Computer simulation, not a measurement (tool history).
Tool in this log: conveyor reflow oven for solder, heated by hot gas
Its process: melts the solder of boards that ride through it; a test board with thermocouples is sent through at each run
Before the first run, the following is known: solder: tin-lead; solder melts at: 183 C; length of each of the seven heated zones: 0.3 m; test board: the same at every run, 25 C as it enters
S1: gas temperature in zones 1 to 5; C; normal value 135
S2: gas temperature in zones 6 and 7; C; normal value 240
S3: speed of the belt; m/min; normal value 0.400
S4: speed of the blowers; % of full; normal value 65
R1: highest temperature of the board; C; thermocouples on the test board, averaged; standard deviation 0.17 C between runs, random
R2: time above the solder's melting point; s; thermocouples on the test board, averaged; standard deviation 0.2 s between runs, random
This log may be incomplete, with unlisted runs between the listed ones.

| run | hour | S1 | S2 | S3 | S4 | R1 | R2 |
|---|---|---|---|---|---|---|---|
| 1 | 0.0 | 135 | 240 | 0.400 | 65 | 227.4 | 75.1 |
| 2 | 19.5 | 135 | 240 | 0.400 | 65 | 227.8 | 75.4 |
| 3 | 39.0 | 135 | 240 | 0.400 | 65 | 227.5 | 75.4 |
| 4 | 57.6 | 135 | 240 | 0.400 | 65 | 227.6 | 75.4 |
| 5 | 73.2 | 135 | 240 | 0.400 | 65 | 227.4 | 75.5 |
| 6 | 91.4 | 135 | 240 | 0.400 | 65 | 227.7 | 74.9 |
| 7 | 108.9 | 135 | 240 | 0.400 | 65 | 227.1 | 75.4 |
| 8 | 123.9 | 135 | 240 | 0.400 | 65 | 227.5 | 75.2 |
| 9 | 133.3 | 135 | 240 | 0.400 | 65 | 227.2 | 75.0 |
| 10 | 150.7 | 135 | 240 | 0.458 | 65 | 222.3 | 61.7 |
| 11 | 160.8 | 135 | 240 | 0.458 | 71 | 224.1 | 63.4 |
| 12 | 171.6 | 135 | 240 | 0.400 | 65 | 227.0 | 75.1 |
| 13 | 180.5 | 135 | 240 | 0.400 | 65 | 227.3 | 75.3 |
| 14 | 196.0 | 135 | 240 | 0.399 | 65 | 227.3 | 75.8 |
| 15 | 204.4 | 135 | 240 | 0.399 | 65 | 227.3 | 75.8 |
| 16 | 223.7 | 135 | 240 | 0.400 | 65 | 227.4 | 75.0 |
| 17 | 235.9 | 135 | 240 | 0.400 | 65 | 227.0 | 74.8 |
| 18 | 254.4 | 129 | 248 | 0.456 | 51 | 221.9 | 59.3 |
| 19 | 273.5 | 129 | 248 | 0.456 | 51 | 222.2 | 59.2 |
|  | 279.6 | flux residue cleaned out of gas plates and filters |
| 20 | 298.0 | 135 | 240 | 0.480 | 58 | 216.3 | 53.3 |
| 21 | 311.7 | 139 | 231 | 0.400 | 53 | 214.8 | 65.8 |
| 22 | 327.5 | 139 | 231 | 0.400 | 53 | 215.0 | 65.4 |
| 23 | 346.0 | 139 | 231 | 0.400 | 53 | 215.2 | 65.6 |
| 24 | 364.3 | 145 | 240 | 0.400 | 63 | 226.7 | 78.7 |
|  | 372.9 | flux residue cleaned out of gas plates and filters, once more |
| 25 | 377.9 | 135 | 240 | 0.403 | 65 | 228.7 | 76.0 |
| 26 | 389.0 | 136 | 253 | 0.403 | 65 | 240.6 | 83.7 |
| 27 | 398.4 | 136 | 253 | 0.403 | 65 | 241.1 | 83.3 |
| 28 | 417.5 | 135 | 240 | 0.360 | 86 | 236.0 | 90.1 |
| 29 | 430.5 | 135 | 248 | 0.360 | 86 | 244.1 | 94.6 |
| 30 | 441.2 | 135 | 240 | 0.374 | 60 | 229.2 | 82.7 |
| 31 | 456.1 | 135 | 240 | 0.374 | 60 | 229.6 | 81.9 |

Per-run results on a tool with no hidden state, each run keeping its own random variation:
Hidden state present: heat that the gas passes to the board, % of a clean oven's; belt's true speed, % of the reading; true gas temperature in zones 6 and 7 over the reading, C; drift of the gauge itself on peak_c, C; drift of the gauge itself on liquid_s, %.
| run | R1 | R2 |
|---|---|---|
| 1 | 225.4 | 73.3 |
| 2 | 225.8 | 73.6 |
| 3 | 225.5 | 73.7 |
| 4 | 225.7 | 73.7 |
| 5 | 225.6 | 73.8 |
| 6 | 225.9 | 73.3 |
| 7 | 225.4 | 73.8 |
| 8 | 225.7 | 73.6 |
| 9 | 225.5 | 73.4 |
| 10 | 221.0 | 60.4 |
| 11 | 222.8 | 62.2 |
| 12 | 225.4 | 73.6 |
| 13 | 225.7 | 73.7 |
| 14 | 225.7 | 74.2 |
| 15 | 225.8 | 74.3 |
| 16 | 225.9 | 73.5 |
| 17 | 225.5 | 73.3 |
| 18 | 220.7 | 58.0 |
| 19 | 221.0 | 57.9 |
| 20 | 216.6 | 53.5 |
| 21 | 214.1 | 65.0 |
| 22 | 214.3 | 64.7 |
| 23 | 214.5 | 64.9 |
| 24 | 226.2 | 77.9 |
| 25 | 225.4 | 73.0 |
| 26 | 237.2 | 81.0 |
| 27 | 237.7 | 80.7 |
| 28 | 232.6 | 87.4 |
| 29 | 240.7 | 92.1 |
| 30 | 225.9 | 79.5 |
| 31 | 226.3 | 78.7 |
